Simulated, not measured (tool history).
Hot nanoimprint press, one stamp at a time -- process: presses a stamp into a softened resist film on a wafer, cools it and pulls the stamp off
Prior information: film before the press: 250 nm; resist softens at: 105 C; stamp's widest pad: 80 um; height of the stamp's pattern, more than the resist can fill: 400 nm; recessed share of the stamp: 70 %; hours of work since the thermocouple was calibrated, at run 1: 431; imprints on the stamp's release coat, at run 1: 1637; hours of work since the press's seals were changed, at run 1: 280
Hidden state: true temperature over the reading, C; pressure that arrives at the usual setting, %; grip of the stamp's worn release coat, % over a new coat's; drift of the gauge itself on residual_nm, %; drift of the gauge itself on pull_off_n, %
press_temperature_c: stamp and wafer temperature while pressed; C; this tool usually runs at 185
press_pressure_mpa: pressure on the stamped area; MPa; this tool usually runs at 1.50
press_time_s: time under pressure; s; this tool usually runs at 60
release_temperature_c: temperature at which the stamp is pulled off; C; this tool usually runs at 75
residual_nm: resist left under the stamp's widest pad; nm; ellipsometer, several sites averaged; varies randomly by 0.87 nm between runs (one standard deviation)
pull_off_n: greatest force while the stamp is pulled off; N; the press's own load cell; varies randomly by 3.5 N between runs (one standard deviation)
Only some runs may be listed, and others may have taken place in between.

run	day	press_temperature_c	press_pressure_mpa	press_time_s	release_temperature_c	hours of work since the thermocouple was calibrated	imprints on the stamp's release coat	hours of work since the press's seals were changed	residual_nm	pull_off_n
1	0.000	185	1.50	60	75	431	1637	280	124.5	242
# day 0.796: stamp cleaned and given a new release coat
2	2.721	185	1.50	60	75	464	113	313	124.3	176
# day 5.629: plate thermocouple calibrated
3	6.171	185	1.50	60	75	7	309	356	120.7	181
4	9.083	185	1.50	60	75	45	481	394	120.9	190
5	11.150	189	1.50	60	75	72	602	421	104.9	187
6	12.733	189	1.50	60	75	93	695	442	105.1	197
7	15.233	189	1.50	60	75	125	842	474	106.3	203
8	18.629	185	1.50	60	75	170	1042	519	123.7	212
9	20.200	185	1.50	60	75	190	1135	539	123.9	212
10	23.738	187	1.10	60	67	236	1343	585	133.2	238
# day 25.329: press's hydraulic seals changed and the load cell set to zero
11	26.371	187	1.10	60	67	266	1479	14	131.8	243
12	28.092	185	1.50	41	74	289	1580	36	137.8	232
# day 30.050: stamp cleaned and given a new release coat
13	31.679	185	1.50	41	74	332	96	80	141.1	172
14	34.833	185	1.62	60	75	374	282	121	119.0	181
15	37.212	185	1.62	60	75	405	422	152	120.3	194
16	39.829	191	1.96	43	75	439	576	186	98.7	189
17	42.908	191	1.96	43	75	479	757	226	98.6	205
# day 44.779: plate thermocouple calibrated
18	46.329	191	1.96	43	75	20	951	269	92.3	197

Measured result minus the same run's result without the hidden state. Both carry the same run-to-run variation, though not necessarily the same gauge scatter:
run	residual_nm	pull_off_n
1	+5.9	+73
2	+6.6	+6
3	+1.2	+12
4	+1.9	+20
5	+2.1	+24
6	+2.5	+29
7	+3.0	+36
8	+4.4	+45
9	+4.7	+48
10	+5.0	+62
11	+3.3	+67
12	+3.9	+68
13	+5.0	+5
14	+5.3	+12
15	+6.0	+19
16	+5.6	+25
17	+6.4	+34
18	+1.6	+38

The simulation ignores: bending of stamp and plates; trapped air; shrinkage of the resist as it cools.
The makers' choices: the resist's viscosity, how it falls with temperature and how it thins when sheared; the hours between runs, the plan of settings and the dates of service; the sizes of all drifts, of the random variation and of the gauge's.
